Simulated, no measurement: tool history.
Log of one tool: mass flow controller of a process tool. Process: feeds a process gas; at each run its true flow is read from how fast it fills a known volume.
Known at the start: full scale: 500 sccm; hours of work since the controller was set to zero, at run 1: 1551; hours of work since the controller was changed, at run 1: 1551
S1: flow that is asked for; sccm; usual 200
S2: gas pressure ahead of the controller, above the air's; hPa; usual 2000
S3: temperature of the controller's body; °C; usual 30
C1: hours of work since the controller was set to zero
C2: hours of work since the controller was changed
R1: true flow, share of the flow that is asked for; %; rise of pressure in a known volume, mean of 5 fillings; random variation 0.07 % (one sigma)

Run 1, hour 0.0: usual settings; C1 1551; C2 1551. Result: R1 98.79 %.
Run 2, hour 166.5: usual settings; C1 1604; C2 1604. Result: R1 98.83 %.
Run 3, hour 288.1: usual settings; C1 1643; C2 1643. Result: R1 98.74 %.
Run 4, hour 453.3: usual settings; C1 1696; C2 1696. Result: R1 98.64 %.
Run 5, hour 597.7: usual settings but S1 57 sccm; C1 1742; C2 1742. Result: R1 97.86 %.
Run 6, hour 810.2: usual settings but S1 57 sccm; C1 1810; C2 1810. Result: R1 97.85 %.
Run 7, hour 977.9: usual settings but S1 57 sccm; C1 1864; C2 1864. Result: R1 97.96 %.
Run 8, hour 1136.6: usual settings but S1 57 sccm; C1 1914; C2 1914. Result: R1 97.95 %.
Run 9, hour 1292.8: usual settings; C1 1964; C2 1964. Result: R1 98.65 %.
Run 10, hour 1442.8: usual settings but S1 83 sccm, S2 2130 hPa; C1 2012; C2 2012. Result: R1 98.08 %.
Run 11, hour 1539.0: usual settings but S1 83 sccm, S2 2130 hPa; C1 2043; C2 2043. Result: R1 98.07 %.
Run 12, hour 1695.5: usual settings but S2 1610 hPa; C1 2093; C2 2093. Result: R1 98.68 %.
Run 13, hour 1914.4: usual settings but S1 58 sccm, S2 1610 hPa, S3 28 °C; C1 2163; C2 2163. Result: R1 97.82 %.
Run 14, hour 2027.9: usual settings but S1 189 sccm, S2 1920 hPa; C1 2200; C2 2200. Result: R1 98.78 %.
Run 15, hour 2131.5: usual settings but S1 189 sccm, S2 1920 hPa; C1 2233; C2 2233. Result: R1 98.70 %.
Run 16, hour 2259.8: usual settings but S1 189 sccm, S2 1920 hPa; C1 2274; C2 2274. Result: R1 98.64 %.
Run 17, hour 2446.0: usual settings but S1 268 sccm, S3 34 °C; C1 2333; C2 2333. Result: R1 99.48 %.
Run 18, hour 2541.9: usual settings but S1 99 sccm, S2 1440 hPa, S3 28 °C; C1 2364; C2 2364. Result: R1 97.96 %.

5 ways to go on from here, each from the tool as it stands after run 18. What would each give?
Run A, hour 2719.4: usual settings but S1 368 sccm, S2 1670 hPa, S3 24 °C; C1 2421; C2 2421. Result: R1 ?.
Run B, hour 2719.4: usual settings but S1 378 sccm, S3 20 °C; C1 2421; C2 2421. Result: R1 ?.
Run C, hour 2719.4: usual settings but S1 99 sccm, S2 2080 hPa, S3 27 °C; C1 2421; C2 2421. Result: R1 ?.
Run D, hour 2719.4: usual settings but S1 205 sccm, S2 1440 hPa, S3 28 °C; C1 2421; C2 2421. Result: R1 ?.
Run E, hour 2719.4: usual settings but S1 399 sccm, S2 1440 hPa, S3 36 °C; C1 2421; C2 2421. Result: R1 ?.

run      R1
  A   99.12
  B   98.84
  C   97.95
  D   98.53
  E  100.33
Without the tool's hidden state the same runs would have given:
run      R1
  A   99.12
  B   98.83
  C   97.95
  D   98.52
  E  100.32
